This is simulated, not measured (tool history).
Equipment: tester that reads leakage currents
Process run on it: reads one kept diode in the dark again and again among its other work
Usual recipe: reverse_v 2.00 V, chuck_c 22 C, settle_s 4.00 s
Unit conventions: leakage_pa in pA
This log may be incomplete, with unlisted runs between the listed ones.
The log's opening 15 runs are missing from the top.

run    hour  reverse_v  chuck_c  settle_s  hours of work since the probe card was cleaned  hours of work since the tester was calibrated  hours of work since the chuck was calibrated  leakage_pa
 16  1097.0       4.65       33      4.00                                            3379                                           1559                                          1032       63.23
 17  1183.1       1.10       33      4.00                                            3420                                           1601                                          1073       39.64
 18  1253.2       1.10       33      4.00                                            3454                                           1635                                          1108       39.58
 19  1308.1       1.10       33      4.00                                            3481                                           1662                                          1134       39.78
 20  1411.7       3.33       22      4.00                                            3531                                           1712                                          1185       20.07
 21  1517.3       3.33       22      4.00                                            3583                                           1764                                          1236       20.06
 22  1580.2       3.33       22      4.00                                            3613                                           1794                                          1266       19.97
 23  1624.9       2.12       22      0.39                                            3635                                           1816                                          1288       19.14
 24  1701.8       2.20       36      0.86                                            3672                                           1853                                          1325       66.16
 25  1750.1       1.26       30      0.31                                            3696                                           1877                                          1349       32.78
 26  1800.5       1.26       30      0.31                                            3720                                           1901                                          1373       32.58
 27  1874.0       6.85       47      1.13                                            3756                                           1937                                          1409      246.44
 28  1973.8       6.85       47      1.13                                            3804                                           1985                                          1457      245.09
 29  2024.2       6.85       47      1.13                                            3829                                           2010                                          1482      245.20
     2055.8  -- probe card cleaned and baked
 30  2093.8      17.87       22      0.40                                              18                                           2042                                          1514       51.47
 31  2196.2      17.87       22      0.40                                              68                                           2092                                          1564       51.10
 32  2258.6       1.58       36      1.27                                              98                                           2122                                          1594       58.96
 33  2314.5       2.00       31      0.69                                             126                                           2149                                          1621       40.81
 34  2419.8       2.00       31      0.69                                             177                                           2200                                          1673       40.76
 35  2504.6       3.03       47      1.49                                             218                                           2242                                          1714      188.34
 36  2589.5       3.03       47      1.49                                             259                                           2283                                          1755      188.20
 37  2643.3       2.50       47      1.49                                             285                                           2309                                          1781      176.99
 38  2730.1       2.50       47      1.49                                             327                                           2351                                          1823      177.82
 39  2777.2       2.50       47      1.49                                             350                                           2374                                          1846      177.70

Below are 3 alternative next runs, each starting from the tool's condition after run 39. Predict each:
  A  2876.3       8.45       22      0.84                                             398                                           2422                                          1894           ?
  B  2876.3       2.40       47      0.99                                             398                                           2422                                          1894           ?
  C  2876.3       4.00       56      4.00                                             398                                           2422                                          1894           ?

run  leakage_pa
  A       30.22
  B      175.08
  C      432.69
Take away the tool's hidden state, keep each run's random variation, and the runs would have read:
run  leakage_pa
  A       30.23
  B      175.10
  C      432.75
